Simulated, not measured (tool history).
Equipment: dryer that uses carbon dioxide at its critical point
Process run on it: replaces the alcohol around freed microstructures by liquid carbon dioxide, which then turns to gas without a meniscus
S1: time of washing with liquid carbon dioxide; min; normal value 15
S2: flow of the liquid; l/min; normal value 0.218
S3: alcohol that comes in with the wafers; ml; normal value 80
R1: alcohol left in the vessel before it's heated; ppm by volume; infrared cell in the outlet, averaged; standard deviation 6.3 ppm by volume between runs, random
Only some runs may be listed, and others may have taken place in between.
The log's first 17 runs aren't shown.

run 18 hour=805.4 | S1=15 S2=0.218 S3=82 | R1=465
-- hour=830.1 inlet filter changed
run 19 hour=849.9 | S1=15 S2=0.218 S3=82 | R1=316
run 20 hour=908 | S1=15 S2=0.218 S3=82 | R1=358
run 21 hour=945.2 | S1=13 S2=0.218 S3=82 | R1=747
run 22 hour=998.3 | S1=13 S2=0.218 S3=82 | R1=816
run 23 hour=1053.4 | S1=13 S2=0.218 S3=82 | R1=901
run 24 hour=1114.7 | S1=16 S2=0.218 S3=91 | R1=370
run 25 hour=1163 | S1=16 S2=0.218 S3=91 | R1=408
-- hour=1189.8 inlet filter changed
run 26 hour=1201.4 | S1=13 S2=0.218 S3=27 | R1=317
run 27 hour=1261 | S1=13 S2=0.218 S3=27 | R1=347

What will run 28 give?
run 28 hour=1308.2 | S1=13 S2=0.218 S3=27 | R1=?

Logged for run 28: R1 352 ppm by volume.
On a tool with no hidden condition, and with the same random variation, this run would have come out at R1 198 ppm by volume.
